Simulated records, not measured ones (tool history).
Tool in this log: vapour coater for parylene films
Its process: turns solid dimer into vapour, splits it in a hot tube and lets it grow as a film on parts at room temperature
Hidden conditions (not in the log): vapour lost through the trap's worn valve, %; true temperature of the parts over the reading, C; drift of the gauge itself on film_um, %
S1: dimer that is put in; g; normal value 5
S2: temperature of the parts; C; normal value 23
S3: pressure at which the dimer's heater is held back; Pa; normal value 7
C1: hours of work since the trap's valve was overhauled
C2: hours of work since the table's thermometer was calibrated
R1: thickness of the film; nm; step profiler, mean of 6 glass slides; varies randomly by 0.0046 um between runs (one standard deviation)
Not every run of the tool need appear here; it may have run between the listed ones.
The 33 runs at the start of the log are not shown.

run     day  S1  S2    S3   C1    C2    R1
 34  27.696   5  23  9.14  577   970  1453
 35  28.708   5  21  7.91  592   985  1605
     29.129  -- gauge calibrated
 36  29.567   4  23  9.11  605   998  1134
 37  30.679   6  18  2.82  622  1015  2454
 38  31.325   5  18  3.12  631  1024  2018
 39   32.05   3  19  3.84  642  1035  1129
     32.642  -- trap's valve overhauled
 40  33.292   2  23   5.8   10  1051   609
 41  33.804   6  33  4.57   17  1059  1276
 42  34.358   6  23  3.81   26  1067  1940
 43  35.392   4  23  3.81   41  1083  1289
 44  36.338   4  16  3.08   55  1097  1761
 45  37.104   4  16  3.08   67  1108  1756
 46  38.162   5  17  2.33   82  1124  2201

Branching from run 46: 3 alternative next runs. What would each branch give?
  A  39.046   5  24     7  96  1137   ?
  B  39.046   2  17  2.14  96  1137   ?
  C  39.046   5  22     7  96  1137   ?

run    R1
  A  1433
  B   893
  C  1547
With the hidden condition removed and each run's random variation left untouched, the same runs would have given:
run    R1
  A  1421
  B   886
  C  1534

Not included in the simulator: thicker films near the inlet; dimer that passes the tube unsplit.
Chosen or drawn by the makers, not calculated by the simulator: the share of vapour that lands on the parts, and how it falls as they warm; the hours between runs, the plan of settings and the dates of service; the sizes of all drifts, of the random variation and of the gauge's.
